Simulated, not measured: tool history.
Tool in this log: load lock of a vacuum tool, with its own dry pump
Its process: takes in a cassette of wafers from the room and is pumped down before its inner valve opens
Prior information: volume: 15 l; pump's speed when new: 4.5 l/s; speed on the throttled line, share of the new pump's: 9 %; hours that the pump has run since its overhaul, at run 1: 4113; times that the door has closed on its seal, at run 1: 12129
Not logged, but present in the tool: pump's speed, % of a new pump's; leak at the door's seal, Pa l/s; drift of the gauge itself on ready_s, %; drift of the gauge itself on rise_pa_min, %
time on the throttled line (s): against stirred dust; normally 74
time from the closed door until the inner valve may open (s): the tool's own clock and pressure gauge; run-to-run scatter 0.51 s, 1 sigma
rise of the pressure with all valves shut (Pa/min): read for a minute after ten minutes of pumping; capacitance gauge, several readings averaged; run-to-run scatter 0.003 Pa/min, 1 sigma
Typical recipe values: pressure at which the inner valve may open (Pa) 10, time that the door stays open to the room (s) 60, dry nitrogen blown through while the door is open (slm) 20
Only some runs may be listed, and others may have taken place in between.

run     hour  time on the throttled line (s)  pressure at which the inner valve may open (Pa)  time that the door stays open to the room (s)  dry nitrogen blown through while the door is open (slm)  hours that the pump has run since its overhaul  times that the door has closed on its seal  incoming humidity of the room's air, %  time from the closed door until the inner valve may open (s)  rise of the pressure with all valves shut (Pa/min)
  1      0.0                              74                                               10                                             60                                                       20                                            4113                                       12129                                    46.4                                                          97.5                                               0.043
  2    457.0                              74                                               10                                             60                                                       20                                            4570                                       13477                                    42.7                                                          98.3                                               0.036
  3    910.9                              74                                               10                                             60                                                       20                                            5024                                       14816                                    48.9                                                          98.5                                               0.043
  4   1220.4                              74                                               10                                             60                                                       20                                            5333                                       15729                                    43.8                                                          98.2                                               0.042
  5   1688.5                              74                                               10                                             60                                                       20                                            5801                                       17109                                    46.0                                                          97.9                                               0.042
  6   1975.9                              74                                               10                                             60                                                       20                                            6089                                       17957                                    44.3                                                          98.7                                               0.039
  7   2244.8                              78                                               10                                             60                                                       20                                            6357                                       18750                                    42.7                                                         102.9                                               0.043
  8   2519.5                              78                                               10                                             60                                                       20                                            6632                                       19560                                    42.7                                                         102.5                                               0.036
  9   2774.6                              74                                               10                                             60                                                       20                                            6887                                       20313                                    43.4                                                          98.4                                               0.040
 10   3319.5                              85                                               10                                             60                                                       20                                            7432                                       21920                                    46.9                                                         108.0                                               0.043
      3784.9  -- door's seal changed, seat wiped
 11   3792.2                              85                                               10                                             60                                                       20                                            7903                                          21                                    44.4                                                         108.4                                               0.038
 12   4202.0                              85                                               10                                             60                                                       20                                            8313                                        1230                                    39.6                                                         107.8                                               0.040
 13   4643.4                              85                                               10                                             60                                                       20                                            8755                                        2532                                    46.0                                                         108.0                                               0.038
 14   4936.2                              71                                               10                                             60                                                       20                                            9047                                        3395                                    48.1                                                          95.8                                               0.037
 15   5464.5                              71                                               10                                             60                                                       20                                            9576                                        4953                                    44.7                                                          95.7                                               0.039
 16   5722.4                              71                                               10                                             60                                                       20                                            9834                                        5714                                    41.8                                                          96.3                                               0.038
 17   6118.6                              71                                               10                                             60                                                       20                                           10230                                        6883                                    45.3                                                          94.9                                               0.042
 18   6549.0                              71                                               10                                             60                                                       20                                           10660                                        8152                                    48.6                                                          95.2                                               0.047
 19   6875.9                              71                                               10                                             60                                                       20                                           10987                                        9116                                    46.7                                                          95.4                                               0.040
 20   7396.9                              74                                                9                                            172                                                        4                                           11508                                       10653                                    46.1                                                          98.6                                               0.080
 21   7860.3                              74                                                9                                            172                                                        4                                           11971                                       12020                                    47.1                                                          98.7                                               0.082
 22   8292.2                             147                                               20                                            108                                                       20                                           12403                                       13293                                    46.7                                                         161.6                                               0.048
 23   8521.6                             147                                               20                                            108                                                       20                                           12633                                       13970                                    44.6                                                         163.4                                               0.048
 24   8772.8                             147                                               20                                            108                                                       20                                           12884                                       14711                                    45.2                                                         163.2                                               0.047
 25   9119.2                             133                                               20                                             29                                                       18                                           13230                                       15732                                    46.8                                                         150.8                                               0.030
 26   9366.5                             133                                               20                                             29                                                       18                                           13478                                       16462                                    47.8                                                         149.8                                               0.031
 27   9792.2                              73                                               20                                             29                                                       18                                           13903                                       17717                                    44.2                                                          94.9                                               0.033
 28  10322.1                              73                                               20                                             29                                                       18                                           14433                                       19280                                    46.0                                                          95.0                                               0.039
 29  10837.5                              78                                               10                                             60                                                       24                                           14949                                       20800                                    44.5                                                         102.5                                               0.042
 30  11313.4                              74                                               17                                             60                                                        8                                           15425                                       22204                                    46.2                                                          96.7                                               0.051
 31  11546.1                              74                                               17                                             60                                                        8                                           15657                                       22890                                    43.7                                                          94.9                                               0.052
     11674.9  -- door's seal changed, seat wiped
 32  11782.0                              74                                                9                                            197                                                       20                                           15892                                         316                                    44.1                                                          98.0                                               0.050
 33  12236.3                              74                                                9                                            197                                                       20                                           16346                                        1656                                    42.7                                                          98.0                                               0.053
 34  12590.9                              74                                                9                                            197                                                       20                                           16701                                        2702                                    46.4                                                          99.3                                               0.056
 35  13002.6                              74                                                9                                            197                                                       20                                           17112                                        3916                                    44.4                                                          98.6                                               0.055
 36  13283.0                              74                                               17                                             60                                                       20                                           17393                                        4743                                    49.1                                                          96.9                                               0.041
     13493.2  -- dry pump taken out, an overhauled one fitted
 37  13589.6                              74                                               16                                             60                                                       19                                              96                                        5630                                    42.3                                                          96.4                                               0.039
 38  13874.2                              54                                                9                                             67                                                       19                                             381                                        6469                                    43.8                                                          80.4                                               0.044

Branching from run 38: 3 alternative next runs. What would each branch give?
  A  14224.8                              74                                                7                                             46                                                        5                                             732                                        7503                                    45.4                                                             ?                                                   ?
  B  14224.8                              94                                               18                                             86                                                       19                                             732                                        7503                                    45.8                                                             ?                                                   ?
  C  14224.8                             142                                               15                                             38                                                       19                                             732                                        7503                                    47.1                                                             ?                                                   ?

run  time from the closed door until the inner valve may open (s)  rise of the pressure with all valves shut (Pa/min)
  A                                                         100.1                                               0.052
  B                                                         115.3                                               0.047
  C                                                         159.6                                               0.039
The same runs, with their run-to-run variation unchanged, on a tool lacking any hidden condition would have given:
run  time from the closed door until the inner valve may open (s)  rise of the pressure with all valves shut (Pa/min)
  A                                                         100.1                                               0.051
  B                                                         115.3                                               0.046
  C                                                         159.6                                               0.038

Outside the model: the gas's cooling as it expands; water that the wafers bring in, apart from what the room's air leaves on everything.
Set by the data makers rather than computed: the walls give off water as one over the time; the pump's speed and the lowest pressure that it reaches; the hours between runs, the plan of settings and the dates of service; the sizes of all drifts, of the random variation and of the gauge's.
